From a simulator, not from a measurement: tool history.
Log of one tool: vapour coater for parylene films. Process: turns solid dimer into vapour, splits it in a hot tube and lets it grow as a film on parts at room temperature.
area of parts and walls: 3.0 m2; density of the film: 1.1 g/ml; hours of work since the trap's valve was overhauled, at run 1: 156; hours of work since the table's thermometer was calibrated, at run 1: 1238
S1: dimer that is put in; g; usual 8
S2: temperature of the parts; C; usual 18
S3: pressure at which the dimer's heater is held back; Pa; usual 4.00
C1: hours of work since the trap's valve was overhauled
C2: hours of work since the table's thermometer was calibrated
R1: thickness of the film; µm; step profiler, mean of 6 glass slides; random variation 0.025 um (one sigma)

| run | hour | S1 | S2 | S3 | C1 | C2 | R1 |
|---|---|---|---|---|---|---|---|
| 1 | 0.0 | 8 | 18 | 4.00 | 156 | 1238 | 1.85 |
| 2 | 52.2 | 8 | 18 | 4.00 | 191 | 1274 | 1.82 |
| 3 | 117.3 | 8 | 18 | 4.00 | 235 | 1318 | 1.78 |
| 4 | 162.1 | 8 | 18 | 3.68 | 265 | 1348 | 1.85 |
| 5 | 194.0 | 8 | 18 | 3.68 | 287 | 1369 | 1.77 |
| 6 | 262.1 | 8 | 18 | 4.00 | 333 | 1415 | 1.80 |
| 7 | 307.8 | 8 | 13 | 4.00 | 364 | 1446 | 2.02 |
| 8 | 372.8 | 8 | 13 | 4.00 | 408 | 1490 | 1.93 |
| 9 | 420.4 | 8 | 19 | 3.39 | 440 | 1523 | 1.78 |
| 10 | 455.4 | 8 | 19 | 3.39 | 464 | 1546 | 1.73 |
|  | 462.8 | table's thermometer calibrated |
| 11 | 507.1 | 8 | 19 | 3.39 | 498 | 30 | 1.69 |
|  | 517.6 | trap's valve overhauled |
| 12 | 555.6 | 4 | 14 | 4.28 | 26 | 60 | 1.00 |
| 13 | 595.8 | 4 | 14 | 4.28 | 53 | 87 | 1.02 |
| 14 | 643.7 | 7 | 19 | 10.14 | 85 | 120 | 1.37 |
| 15 | 695.5 | 6 | 19 | 10.14 | 120 | 155 | 1.10 |

Some steps in R1 between neighbouring runs. How much of each would the tool show without its hidden state too (settings, what came in, random variation), and how much is left for the hidden state, with any gauge scatter that isn't in both results?
The hidden state here: vapour lost through the trap's worn valve, %; true temperature of the parts over the reading, C; drift of the gauge itself on film_um, %.
Run 11 -> 12: S1 8 -> 4, S2 19 -> 14, S3 3.39 -> 4.28, trap's valve overhauled. R1 -0.69 µm: hidden state +0.20, all else -0.89.

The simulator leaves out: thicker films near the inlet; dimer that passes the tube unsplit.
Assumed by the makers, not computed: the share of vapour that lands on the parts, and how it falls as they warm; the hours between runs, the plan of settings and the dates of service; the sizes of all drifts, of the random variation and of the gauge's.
